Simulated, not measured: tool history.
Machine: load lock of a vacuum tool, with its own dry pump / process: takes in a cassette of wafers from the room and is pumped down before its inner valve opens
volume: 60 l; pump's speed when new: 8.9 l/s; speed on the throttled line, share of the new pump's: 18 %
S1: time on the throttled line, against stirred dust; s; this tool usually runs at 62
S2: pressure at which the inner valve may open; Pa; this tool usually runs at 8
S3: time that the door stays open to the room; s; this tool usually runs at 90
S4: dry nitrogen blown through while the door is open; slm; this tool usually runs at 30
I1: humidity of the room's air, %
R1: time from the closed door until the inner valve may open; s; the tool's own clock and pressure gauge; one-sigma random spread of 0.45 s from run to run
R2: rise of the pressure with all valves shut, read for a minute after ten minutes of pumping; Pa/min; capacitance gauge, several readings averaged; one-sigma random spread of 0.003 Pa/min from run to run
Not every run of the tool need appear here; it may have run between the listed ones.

Run 1, hour 0: usual settings; I1 43.7. Result: R1 116.9 s, R2 0.058 Pa/min.
Run 2, hour 77.3: usual settings; I1 46.3. Result: R1 115.8 s, R2 0.061 Pa/min.
Run 3, hour 139.3: usual settings; I1 45.8. Result: R1 115.9 s, R2 0.057 Pa/min.
Run 4, hour 178.6: usual settings; I1 46.3. Result: R1 116.6 s, R2 0.059 Pa/min.
Run 5, hour 231.2: usual settings but S2 14 Pa; I1 45.4. Result: R1 112.9 s, R2 0.061 Pa/min.
Run 6, hour 288.1: usual settings but S2 14 Pa; I1 44.6. Result: R1 111.6 s, R2 0.067 Pa/min.
Run 7, hour 338.5: usual settings but S2 14 Pa; I1 47.9. Result: R1 112.5 s, R2 0.068 Pa/min.
Run 8, hour 419.3: usual settings but S2 14 Pa; I1 45. Result: R1 111.6 s, R2 0.068 Pa/min.
Run 9, hour 490.8: usual settings but S2 14 Pa; I1 44.4. Result: R1 112.5 s, R2 0.067 Pa/min.
Run 10, hour 570.6: usual settings but S2 14 Pa; I1 42.5. Result: R1 113 s, R2 0.064 Pa/min.
Run 11, hour 660.6: usual settings but S2 14 Pa; I1 47. Result: R1 112.2 s, R2 0.074 Pa/min.
Run 12, hour 717.8: usual settings; I1 46.2. Result: R1 116.6 s, R2 0.07 Pa/min.
Run 13, hour 806: usual settings; I1 44.2. Result: R1 116.2 s, R2 0.065 Pa/min.
Run 14, hour 845.2: usual settings but S1 46 s; I1 45.4. Result: R1 103.9 s, R2 0.063 Pa/min.
Run 15, hour 915.1: usual settings but S1 46 s; I1 45.8. Result: R1 103.8 s, R2 0.073 Pa/min.
Run 16, hour 974.7: usual settings but S4 7 slm; I1 44.7. Result: R1 116.2 s, R2 0.091 Pa/min.
Run 17, hour 1020.8: usual settings; I1 46.6. Result: R1 117.3 s, R2 0.072 Pa/min.
Run 18, hour 1079.3: usual settings; I1 47.9. Result: R1 116.3 s, R2 0.076 Pa/min.
Run 19, hour 1148.8: usual settings; I1 45.8. Result: R1 116.9 s, R2 0.076 Pa/min.
Run 20, hour 1214.3: usual settings but S4 7 slm; I1 44.3. Result: R1 117.1 s, R2 0.096 Pa/min.
Run 21, hour 1255.3: usual settings but S1 61 s, S2 10 Pa, S4 7 slm; I1 48.1. Result: R1 114.2 s, R2 0.107 Pa/min.
Run 22, hour 1319.5: usual settings but S1 61 s, S2 10 Pa, S4 7 slm; I1 42.1. Result: R1 114.1 s, R2 0.095 Pa/min.
Run 23, hour 1386.9: usual settings but S2 15 Pa, S3 44 s, S4 4 slm; I1 46.2. Result: R1 112.2 s, R2 0.091 Pa/min.
Run 24, hour 1427.7: usual settings but S1 60 s, S3 139 s, S4 6 slm; I1 46.9. Result: R1 116.2 s, R2 0.121 Pa/min.
Run 25, hour 1504: usual settings but S2 14 Pa, S3 146 s, S4 17 slm; I1 46.6. Result: R1 113.8 s, R2 0.099 Pa/min.
Run 26, hour 1558: usual settings but S1 52 s, S2 14 Pa, S3 146 s, S4 17 slm; I1 43.9. Result: R1 104.7 s, R2 0.1 Pa/min.
Run 27, hour 1604.5: usual settings but S1 52 s, S2 14 Pa, S3 146 s, S4 17 slm; I1 46.2. Result: R1 104.6 s, R2 0.101 Pa/min.
Run 28, hour 1666.1: usual settings but S1 52 s, S2 14 Pa, S3 146 s, S4 17 slm; I1 46.2. Result: R1 105.1 s, R2 0.098 Pa/min.
Run 29, hour 1704.6: usual settings but S1 52 s, S2 14 Pa, S3 162 s, S4 17 slm; I1 43.3. Result: R1 105 s, R2 0.101 Pa/min.
Run 30, hour 1792.8: usual settings but S1 34 s, S3 218 s, S4 7 slm; I1 46.3. Result: R1 93.8 s, R2 0.137 Pa/min.
Run 31, hour 1855.5: usual settings but S1 34 s, S2 6 Pa, S3 218 s, S4 7 slm; I1 41.8. Result: R1 96.4 s, R2 0.129 Pa/min.
Run 32, hour 1939.7: usual settings but S1 34 s, S2 6 Pa, S3 218 s, S4 7 slm; I1 44.6. Result: R1 96.6 s, R2 0.133 Pa/min.
Run 33, hour 2005.8: usual settings but S2 13 Pa; I1 45. Result: R1 114.7 s, R2 0.089 Pa/min.
Run 34, hour 2071.2: usual settings but S1 59 s, S2 13 Pa, S3 188 s; I1 47.8. Result: R1 110.5 s, R2 0.108 Pa/min.
Run 35, hour 2161.4: usual settings but S2 16 Pa, S3 27 s, S4 8 slm; I1 46.3. Result: R1 112.7 s, R2 0.095 Pa/min.
Run 36, hour 2241.7: usual settings but S3 115 s; I1 44.4. Result: R1 117.7 s, R2 0.095 Pa/min.
Run 37, hour 2323.8: usual settings but S1 83 s, S2 9 Pa, S3 115 s, S4 5 slm; I1 44.6. Result: R1 133.4 s, R2 0.133 Pa/min.

Results for each run, recomputed without the tool's hidden state and with each run's random variation untouched:
The tool's hidden condition here consists of: pump's speed, % of a new pump's; leak at the door's seal, Pa l/s; drift of the gauge itself on ready_s, %; drift of the gauge itself on rise_pa_min, %.
run     R1     R2
  1  115.9  0.019
  2  114.7  0.021
  3  114.8  0.017
  4  115.5  0.018
  5  111.8   0.02
  6  110.5  0.024
  7  111.4  0.025
  8  110.4  0.023
  9  111.3  0.021
 10  111.7  0.017
 11  110.9  0.025
 12  115.2   0.02
 13  114.8  0.014
 14  102.4  0.011
 15  102.2  0.019
 16  114.7  0.037
 17  115.8  0.017
 18  114.7   0.02
 19  115.3   0.02
 20  115.4  0.038
 21  112.6  0.048
 22  112.4  0.036
 23  110.7  0.031
 24  114.3   0.06
 25  112.1  0.036
 26    103  0.037
 27  102.8  0.036
 28  103.3  0.034
 29  103.2  0.034
 30   91.5   0.07
 31   94.2   0.06
 32   94.2  0.063
 33  112.8  0.019
 34  108.5  0.035
 35  110.7  0.021
 36  115.6   0.02
 37  131.4  0.054

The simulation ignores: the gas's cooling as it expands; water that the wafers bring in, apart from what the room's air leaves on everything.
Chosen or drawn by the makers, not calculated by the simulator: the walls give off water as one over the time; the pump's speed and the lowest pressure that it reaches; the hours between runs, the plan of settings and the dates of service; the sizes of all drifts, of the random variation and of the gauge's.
